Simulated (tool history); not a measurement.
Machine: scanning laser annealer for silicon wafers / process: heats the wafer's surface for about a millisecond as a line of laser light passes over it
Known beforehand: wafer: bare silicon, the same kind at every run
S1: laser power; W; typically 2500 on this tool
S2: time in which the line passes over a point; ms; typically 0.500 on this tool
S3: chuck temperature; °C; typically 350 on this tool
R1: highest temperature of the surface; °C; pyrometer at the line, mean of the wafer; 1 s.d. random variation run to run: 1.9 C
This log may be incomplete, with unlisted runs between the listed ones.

run     day    S1     S2   S3    R1
  1   0.000  2500  0.500  350  1102
  2   0.388  2500  0.500  350  1106
  3   0.571  2500  0.500  350  1103
  4   0.996  2500  0.500  350  1106
  5   1.400  2145  0.500  350   977
  6   1.662  2145  0.500  350   976
  7   2.058  2500  0.500  350  1099
  8   2.475  2500  0.500  342  1091
  9   2.808  2500  0.500  342  1089
 10   3.025  2500  0.500  350  1097
 11   3.204  2500  0.500  327  1078
 12   3.625  2500  0.500  384  1132
 13   4.025  2500  0.500  384  1130
 14   4.375  2500  0.500  324  1070
 15   4.588  2223  0.500  350   998
 16   4.950  2500  0.500  350  1093
 17   5.358  2169  0.500  350   979
 18   5.733  2169  0.500  348   975
 19   6.125  2500  0.500  350  1093
 20   6.521  2500  0.500  350  1091
 21   6.817  2500  0.500  350  1087
 22   7.183  2500  0.517  373  1125
 23   7.471  2481  0.500  370  1100
 24   7.871  2601  0.500  350  1123
 25   8.092  2601  0.533  336  1129
 26   8.421  2613  0.387  336  1015
 27   8.817  2613  0.387  336  1015
 28   9.146  2194  0.444  336   931
 29   9.346  2644  0.493  343  1124
 30   9.629  2329  0.503  350  1024
 31   9.842  2500  0.376  387  1019
 32  10.121  2500  0.376  387  1020

Run 33, settings as shown, results not yet in. Your forecast:
 33  10.400  2486  0.498  387   ?

{"run 33": {"R1": 1115}}
With the hidden condition absent and the run-to-run variation left alone, this run would have shown R1 1157 °C.
